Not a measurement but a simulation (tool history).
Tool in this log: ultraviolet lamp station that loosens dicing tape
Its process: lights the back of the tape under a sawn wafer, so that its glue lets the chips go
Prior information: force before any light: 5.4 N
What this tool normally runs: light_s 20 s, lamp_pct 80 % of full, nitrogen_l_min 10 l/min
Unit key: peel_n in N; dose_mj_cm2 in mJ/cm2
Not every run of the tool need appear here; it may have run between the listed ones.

Run 1, hour 0.0: usual settings. Result: peel_n 0.228 N, dose_mj_cm2 298 mJ/cm2.
Run 2, hour 8.2: usual settings but light_s 11 s. Result: peel_n 0.558 N, dose_mj_cm2 166 mJ/cm2.
Run 3, hour 17.0: usual settings but light_s 11 s. Result: peel_n 0.551 N, dose_mj_cm2 166 mJ/cm2.
Run 4, hour 22.9: usual settings but light_s 11 s. Result: peel_n 0.552 N, dose_mj_cm2 167 mJ/cm2.
Run 5, hour 26.6: usual settings but light_s 11 s. Result: peel_n 0.549 N, dose_mj_cm2 161 mJ/cm2.
Run 6, hour 31.5: usual settings but light_s 11 s. Result: peel_n 0.560 N, dose_mj_cm2 165 mJ/cm2.
Run 7, hour 37.3: usual settings but light_s 11 s. Result: peel_n 0.566 N, dose_mj_cm2 162 mJ/cm2.
Run 8, hour 41.3: usual settings but light_s 11 s. Result: peel_n 0.556 N, dose_mj_cm2 162 mJ/cm2.
Run 9, hour 45.1: usual settings but nitrogen_l_min 5 l/min. Result: peel_n 0.297 N, dose_mj_cm2 298 mJ/cm2.
Run 10, hour 50.4: usual settings. Result: peel_n 0.218 N, dose_mj_cm2 296 mJ/cm2.
Run 11, hour 56.3: usual settings. Result: peel_n 0.228 N, dose_mj_cm2 297 mJ/cm2.
Run 12, hour 63.1: usual settings. Result: peel_n 0.242 N, dose_mj_cm2 297 mJ/cm2.
Run 13, hour 69.6: usual settings but light_s 16 s. Result: peel_n 0.299 N, dose_mj_cm2 238 mJ/cm2.
Run 14, hour 78.7: usual settings but nitrogen_l_min 17 l/min. Result: peel_n 0.200 N, dose_mj_cm2 293 mJ/cm2.
Run 15, hour 87.0: usual settings but nitrogen_l_min 17 l/min. Result: peel_n 0.210 N, dose_mj_cm2 290 mJ/cm2.
Run 16, hour 92.5: usual settings but nitrogen_l_min 17 l/min. Result: peel_n 0.210 N, dose_mj_cm2 295 mJ/cm2.
Run 17, hour 100.7: usual settings but nitrogen_l_min 17 l/min. Result: peel_n 0.204 N, dose_mj_cm2 291 mJ/cm2.
Run 18, hour 108.4: usual settings but nitrogen_l_min 17 l/min. Result: peel_n 0.199 N, dose_mj_cm2 288 mJ/cm2.
Run 19, hour 114.5: usual settings but nitrogen_l_min 17 l/min. Result: peel_n 0.203 N, dose_mj_cm2 290 mJ/cm2.
Run 20, hour 118.5: usual settings but nitrogen_l_min 17 l/min. Result: peel_n 0.210 N, dose_mj_cm2 291 mJ/cm2.
Run 21, hour 125.3: usual settings but nitrogen_l_min 16 l/min. Result: peel_n 0.201 N, dose_mj_cm2 292 mJ/cm2.
Run 22, hour 131.1: usual settings but nitrogen_l_min 16 l/min. Result: peel_n 0.209 N, dose_mj_cm2 290 mJ/cm2.
Run 23, hour 135.2: usual settings but light_s 21 s, lamp_pct 77 % of full, nitrogen_l_min 19 l/min. Result: peel_n 0.210 N, dose_mj_cm2 294 mJ/cm2.
Run 24, hour 142.5: usual settings but lamp_pct 81 % of full, nitrogen_l_min 7 l/min. Result: peel_n 0.250 N, dose_mj_cm2 292 mJ/cm2.
Run 25, hour 146.4: usual settings but lamp_pct 81 % of full, nitrogen_l_min 7 l/min. Result: peel_n 0.270 N, dose_mj_cm2 297 mJ/cm2.
Run 26, hour 153.7: usual settings but lamp_pct 81 % of full, nitrogen_l_min 7 l/min. Result: peel_n 0.249 N, dose_mj_cm2 295 mJ/cm2.
Run 27, hour 162.8: usual settings but lamp_pct 60 % of full, nitrogen_l_min 12 l/min. Result: peel_n 0.318 N, dose_mj_cm2 222 mJ/cm2.
Run 28, hour 171.9: usual settings but lamp_pct 60 % of full, nitrogen_l_min 12 l/min. Result: peel_n 0.308 N, dose_mj_cm2 212 mJ/cm2.
Run 29, hour 176.1: usual settings but light_s 12 s, lamp_pct 99 % of full, nitrogen_l_min 3 l/min. Result: peel_n 0.695 N, dose_mj_cm2 211 mJ/cm2.
Run 30, hour 184.8: usual settings but light_s 22 s, lamp_pct 99 % of full, nitrogen_l_min 8 l/min. Result: peel_n 0.195 N, dose_mj_cm2 390 mJ/cm2.
Run 31, hour 191.2: usual settings but light_s 17 s, lamp_pct 71 % of full, nitrogen_l_min 15 l/min. Result: peel_n 0.288 N, dose_mj_cm2 212 mJ/cm2.
Run 32, hour 198.6: usual settings but nitrogen_l_min 14 l/min. Result: peel_n 0.206 N, dose_mj_cm2 287 mJ/cm2.
Run 33, hour 203.5: usual settings but light_s 30 s, nitrogen_l_min 11 l/min. Result: peel_n 0.185 N, dose_mj_cm2 432 mJ/cm2.
Run 34, hour 208.4: usual settings but light_s 19 s, lamp_pct 84 % of full, nitrogen_l_min 9 l/min. Result: peel_n 0.239 N, dose_mj_cm2 281 mJ/cm2.
Run 35, hour 213.7: usual settings but light_s 19 s, lamp_pct 84 % of full, nitrogen_l_min 9 l/min. Result: peel_n 0.252 N, dose_mj_cm2 285 mJ/cm2.
Run 36, hour 220.6: usual settings but light_s 19 s, lamp_pct 84 % of full, nitrogen_l_min 19 l/min. Result: peel_n 0.226 N, dose_mj_cm2 282 mJ/cm2.
Run 37, hour 228.6: usual settings but light_s 19 s, lamp_pct 84 % of full, nitrogen_l_min 3 l/min. Result: peel_n 0.414 N, dose_mj_cm2 288 mJ/cm2.
Run 38, hour 234.8: usual settings but light_s 19 s, lamp_pct 62 % of full, nitrogen_l_min 3 l/min. Result: peel_n 0.732 N, dose_mj_cm2 209 mJ/cm2.
Run 39, hour 238.5: usual settings but nitrogen_l_min 19 l/min. Result: peel_n 0.203 N, dose_mj_cm2 284 mJ/cm2.
Run 40, hour 243.6: usual settings but nitrogen_l_min 19 l/min. Result: peel_n 0.202 N, dose_mj_cm2 283 mJ/cm2.
Run 41, hour 247.7: usual settings. Result: peel_n 0.239 N, dose_mj_cm2 282 mJ/cm2.
Run 42, hour 251.4: usual settings. Result: peel_n 0.239 N, dose_mj_cm2 280 mJ/cm2.
Run 43, hour 256.3: usual settings but light_s 14 s, nitrogen_l_min 3 l/min. Result: peel_n 0.812 N, dose_mj_cm2 194 mJ/cm2.

Below are 5 alternative next runs, each starting from the tool's condition after run 43. Predict each:
Run A, hour 260.8: usual settings but light_s 21 s, lamp_pct 73 % of full, nitrogen_l_min 3 l/min. Result: peel_n ?, dose_mj_cm2 ?.
Run B, hour 260.8: usual settings but light_s 14 s, nitrogen_l_min 16 l/min. Result: peel_n ?, dose_mj_cm2 ?.
Run C, hour 260.8: usual settings but light_s 17 s, lamp_pct 67 % of full, nitrogen_l_min 12 l/min. Result: peel_n ?, dose_mj_cm2 ?.
Run D, hour 260.8: usual settings but light_s 22 s, lamp_pct 73 % of full, nitrogen_l_min 3 l/min. Result: peel_n ?, dose_mj_cm2 ?.
Run E, hour 260.8: usual settings but light_s 11 s, lamp_pct 77 % of full, nitrogen_l_min 5 l/min. Result: peel_n ?, dose_mj_cm2 ?.

run  peel_n  dose_mj_cm2
  A   0.459          268
  B   0.345          199
  C   0.345          204
  D   0.416          284
  E   0.941          150
The same runs, with their run-to-run variation unchanged, on a tool lacking any hidden condition would have given:
run  peel_n  dose_mj_cm2
  A   0.395          293
  B   0.304          217
  C   0.301          222
  D   0.357          310
  E   0.820          163
